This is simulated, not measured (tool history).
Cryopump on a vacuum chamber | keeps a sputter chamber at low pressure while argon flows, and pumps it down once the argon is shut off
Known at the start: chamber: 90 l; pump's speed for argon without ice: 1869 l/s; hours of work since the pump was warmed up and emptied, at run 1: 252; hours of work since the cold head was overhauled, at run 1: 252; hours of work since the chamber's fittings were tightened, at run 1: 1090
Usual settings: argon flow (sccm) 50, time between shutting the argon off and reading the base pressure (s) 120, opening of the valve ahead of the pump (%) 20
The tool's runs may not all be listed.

run	day	argon flow (sccm)	time between shutting the argon off and reading the base pressure (s)	opening of the valve ahead of the pump (%)	hours of work since the pump was warmed up and emptied	hours of work since the cold head was overhauled	hours of work since the chamber's fittings were tightened	pressure while argon flows (Pa)	pressure after the wait (uPa)
1	0	50	120	20	252	252	1090	0.2282	1.01
2	0.6	21	120	20	259	259	1097	0.0968	1
3	1.325	50	120	18	268	268	1106	0.252	1.02
4	1.754	50	120	20	273	273	1111	0.2288	0.99
5	2.088	50	120	20	277	277	1115	0.2298	0.98
6	2.533	50	120	20	282	282	1121	0.2297	1.03
7	3.008	50	120	20	288	288	1126	0.2293	1
8	3.346	50	120	43	292	292	1131	0.1081	0.99
9	3.875	50	120	43	299	299	1137	0.1087	0.99
10	4.292	72	120	20	304	304	1142	0.3296	1.03
11	4.929	72	120	20	312	312	1150	0.3312	1.02
12	5.579	72	120	20	320	320	1158	0.3317	1.05
13	6.125	72	120	20	326	326	1165	0.3307	1.03
14	6.517	72	120	23	331	331	1169	0.2868	1.03
15	7.042	72	120	23	338	338	1176	0.2898	1.01
16	7.692	72	120	23	346	346	1184	0.2883	1.07
17	8.125	50	120	39	351	351	1189	0.1191	1.07
18	8.746	24	40	20	358	358	1197	0.1107	1.83
19	9.1	28	21	51	363	363	1201	0.052	2.82
20	9.646	42	73	20	369	369	1208	0.1935	1.3
21	10.246	95	25	19	377	377	1215	0.4572	2.57
22	10.658	22	55	24	382	382	1220	0.0858	1.55
23	11.421	50	218	32	391	391	1229	0.1451	0.92
24	12.25	69	120	20	401	401	1239	0.3172	1.08
25	12.738	69	120	20	407	407	1245	0.3168	1.06
26	13.371	82	234	55	415	415	1253	0.1421	0.92
27	14.096	23	41	48	424	424	1262	0.0459	1.87
28	14.621	23	41	48	430	430	1268	0.0453	1.85
29	15.112	23	41	48	436	436	1274	0.0453	1.88
30	15.912	23	41	48	446	446	1284	0.0451	1.88
31	16.721	35	41	57	456	456	1294	0.059	1.9
32	17.171	50	120	57	461	461	1299	0.0845	1.16
33	17.533	78	48	20	466	466	1304	0.3611	1.73
34	18.358	78	48	20	476	476	1314	0.3606	1.78

Hidden state or all else? Some run-to-run changes of pressure while argon flows (Pa), split into what the settings, what came in and random variation would give without the hidden state, and what is left for the hidden state (with any gauge scatter that isn't in both results):
The hidden state here: pump's speed, % of a pump's without ice; cold plate's temperature, K; leak into the chamber, uPa l/s; drift of the gauge itself on working_pa, %; drift of the gauge itself on base_upa, %.
Run 20 -> 21: argon flow (sccm) 42 -> 95, time between shutting the argon off and reading the base pressure (s) 73 -> 25, opening of the valve ahead of the pump (%) 20 -> 19. pressure while argon flows (Pa) +0.2637: hidden state +0.0042, all else +0.2595.
Run 21 -> 22: argon flow (sccm) 95 -> 22, time between shutting the argon off and reading the base pressure (s) 25 -> 55, opening of the valve ahead of the pump (%) 19 -> 24. pressure while argon flows (Pa) -0.3714: hidden state -0.0057, all else -0.3657.
Run 26 -> 27: argon flow (sccm) 82 -> 23, time between shutting the argon off and reading the base pressure (s) 234 -> 41, opening of the valve ahead of the pump (%) 55 -> 48. pressure while argon flows (Pa) -0.0962: hidden state -0.0051, all else -0.0911.
Run 32 -> 33: argon flow (sccm) 50 -> 78, time between shutting the argon off and reading the base pressure (s) 120 -> 48, opening of the valve ahead of the pump (%) 57 -> 20. pressure while argon flows (Pa) +0.2766: hidden state +0.0028, all else +0.2738.
